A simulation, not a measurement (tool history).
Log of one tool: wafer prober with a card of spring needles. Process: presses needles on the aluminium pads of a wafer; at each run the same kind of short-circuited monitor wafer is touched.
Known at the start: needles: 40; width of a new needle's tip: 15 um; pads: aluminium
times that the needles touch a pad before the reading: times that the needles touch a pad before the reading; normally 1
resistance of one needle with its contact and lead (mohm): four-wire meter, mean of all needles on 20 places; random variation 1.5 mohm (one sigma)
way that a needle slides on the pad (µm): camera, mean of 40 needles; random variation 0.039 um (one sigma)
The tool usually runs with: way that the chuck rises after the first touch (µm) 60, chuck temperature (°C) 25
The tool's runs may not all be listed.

run	hour	way that the chuck rises after the first touch (µm)	chuck temperature (°C)	times that the needles touch a pad before the reading	resistance of one needle with its contact and lead (mohm)	way that a needle slides on the pad (µm)
1	0.0	60	25	1	244	16.02
# hour 3.4: tips cleaned on abrasive film
# hour 16.5: tips cleaned on abrasive film
# hour 32.9: tips cleaned on abrasive film
# hour 39.7: height of the first contact set anew
2	42.6	60	25	1	242	16.38
# hour 49.2: tips cleaned on abrasive film
# hour 65.6: tips cleaned on abrasive film
# hour 82.0: tips cleaned on abrasive film
# hour 98.4: tips cleaned on abrasive film
# hour 114.7: tips cleaned on abrasive film
3	123.6	60	25	1	239	16.31
# hour 130.2: tips cleaned on abrasive film
# hour 146.6: tips cleaned on abrasive film
# hour 159.7: tips cleaned on abrasive film
# hour 176.1: tips cleaned on abrasive film
4	184.7	60	25	1	240	16.19
# hour 191.4: tips cleaned on abrasive film
# hour 207.7: tips cleaned on abrasive film
# hour 224.1: tips cleaned on abrasive film
5	228.1	60	25	1	201	16.20
# hour 238.0: tips cleaned on abrasive film
# hour 251.1: tips cleaned on abrasive film
# hour 267.5: tips cleaned on abrasive film
# hour 281.1: tips cleaned on abrasive film
6	281.1	60	25	1	160	16.12
# hour 294.3: tips cleaned on abrasive film
# hour 310.6: tips cleaned on abrasive film
# hour 327.0: tips cleaned on abrasive film
# hour 343.4: tips cleaned on abrasive film
7	353.4	60	25	1	251	15.96
# hour 356.8: tips cleaned on abrasive film
# hour 369.9: tips cleaned on abrasive film
# hour 373.5: height of the first contact set anew
# hour 386.6: tips cleaned on abrasive film
# hour 403.0: tips cleaned on abrasive film
# hour 419.3: tips cleaned on abrasive film
8	431.3	60	25	1	261	16.30
# hour 434.7: tips cleaned on abrasive film
# hour 447.8: tips cleaned on abrasive film
# hour 464.2: tips cleaned on abrasive film
# hour 467.5: tips cleaned on abrasive film, once more
# hour 483.9: tips cleaned on abrasive film
9	494.1	60	25	1	255	16.14
# hour 497.5: tips cleaned on abrasive film
# hour 513.9: tips cleaned on abrasive film
# hour 530.2: tips cleaned on abrasive film
# hour 546.6: tips cleaned on abrasive film
10	555.9	60	31	1	252	16.18
# hour 562.6: tips cleaned on abrasive film
# hour 578.9: tips cleaned on abrasive film
# hour 595.3: tips cleaned on abrasive film
# hour 611.7: tips cleaned on abrasive film
11	613.8	50	25	1	209	13.35
# hour 626.9: tips cleaned on abrasive film
# hour 643.3: tips cleaned on abrasive film
# hour 659.7: tips cleaned on abrasive film
# hour 672.8: tips cleaned on abrasive film
12	679.0	60	112	1	248	16.01
# hour 688.8: tips cleaned on abrasive film
# hour 705.2: tips cleaned on abrasive film
# hour 708.8: height of the first contact set anew
# hour 721.9: tips cleaned on abrasive film
13	733.9	60	38	2	214	16.33
# hour 737.3: tips cleaned on abrasive film
# hour 750.4: tips cleaned on abrasive film
# hour 766.8: tips cleaned on abrasive film
# hour 783.1: tips cleaned on abrasive film
14	791.2	60	38	2	214	16.32
# hour 797.8: tips cleaned on abrasive film
# hour 814.2: tips cleaned on abrasive film
# hour 830.6: tips cleaned on abrasive film
# hour 847.0: tips cleaned on abrasive film
15	856.1	57	27	1	274	15.40
# hour 862.7: tips cleaned on abrasive film
# hour 875.8: tips cleaned on abrasive film
# hour 892.2: tips cleaned on abrasive film
# hour 908.6: tips cleaned on abrasive film
# hour 925.0: tips cleaned on abrasive film
16	934.5	58	25	1	266	15.55
# hour 941.1: tips cleaned on abrasive film
# hour 957.5: tips cleaned on abrasive film
17	969.7	58	46	1	282	15.52
# hour 973.1: tips cleaned on abrasive film
# hour 986.2: tips cleaned on abrasive film
# hour 1002.6: tips cleaned on abrasive film
# hour 1018.9: tips cleaned on abrasive film
# hour 1035.3: tips cleaned on abrasive film
# hour 1042.1: height of the first contact set anew
# hour 1052.0: tips cleaned on abrasive film
18	1055.1	45	56	1	271	12.28
# hour 1068.2: tips cleaned on abrasive film
# hour 1084.6: tips cleaned on abrasive film
# hour 1101.0: tips cleaned on abrasive film
19	1106.9	45	56	1	310	12.26
# hour 1116.8: tips cleaned on abrasive film
# hour 1133.1: tips cleaned on abrasive film
# hour 1149.5: tips cleaned on abrasive film
# hour 1165.9: tips cleaned on abrasive film
# hour 1182.3: tips cleaned on abrasive film
20	1182.9	67	67	2	161	18.16
# hour 1196.0: tips cleaned on abrasive film
# hour 1212.4: tips cleaned on abrasive film
21	1225.2	60	48	2	227	16.21
# hour 1228.5: tips cleaned on abrasive film
# hour 1241.6: tips cleaned on abrasive film
# hour 1258.0: tips cleaned on abrasive film
# hour 1274.4: tips cleaned on abrasive film
22	1275.8	73	99	1	183	19.62
# hour 1288.9: tips cleaned on abrasive film
# hour 1305.3: tips cleaned on abrasive film
# hour 1318.4: tips cleaned on abrasive film
# hour 1333.3: tips cleaned on abrasive film
23	1333.3	61	92	3	166	16.27
# hour 1346.5: tips cleaned on abrasive film
# hour 1362.8: tips cleaned on abrasive film
# hour 1376.2: height of the first contact set anew
# hour 1379.5: tips cleaned on abrasive film
# hour 1395.9: tips cleaned on abrasive film
# hour 1412.3: tips cleaned on abrasive film
24	1414.8	61	92	3	177	16.62

What if the next run were any one of these 5? Each begins from the tool's condition after run 24:
# hour 1427.9: tips cleaned on abrasive film
# hour 1444.3: tips cleaned on abrasive film
# hour 1460.7: tips cleaned on abrasive film
# hour 1477.0: tips cleaned on abrasive film
A	1482.2	64	27	3	?	?
# hour 1427.9: tips cleaned on abrasive film
# hour 1444.3: tips cleaned on abrasive film
# hour 1460.7: tips cleaned on abrasive film
# hour 1477.0: tips cleaned on abrasive film
B	1482.2	59	92	2	?	?
# hour 1427.9: tips cleaned on abrasive film
# hour 1444.3: tips cleaned on abrasive film
# hour 1460.7: tips cleaned on abrasive film
# hour 1477.0: tips cleaned on abrasive film
C	1482.2	78	30	3	?	?
# hour 1427.9: tips cleaned on abrasive film
# hour 1444.3: tips cleaned on abrasive film
# hour 1460.7: tips cleaned on abrasive film
# hour 1477.0: tips cleaned on abrasive film
D	1482.2	60	26	1	?	?
# hour 1427.9: tips cleaned on abrasive film
# hour 1444.3: tips cleaned on abrasive film
# hour 1460.7: tips cleaned on abrasive film
# hour 1477.0: tips cleaned on abrasive film
E	1482.2	60	25	2	?	?

run	resistance of one needle with its contact and lead (mohm)	way that a needle slides on the pad (µm)
A	173	17.30
B	209	15.95
C	164	21.13
D	235	16.22
E	197	16.22
The same runs, with their run-to-run variation unchanged, on a tool lacking any hidden condition would have given:
run	resistance of one needle with its contact and lead (mohm)	way that a needle slides on the pad (µm)
A	140	17.46
B	154	16.11
C	141	21.29
D	143	16.38
E	141	16.38
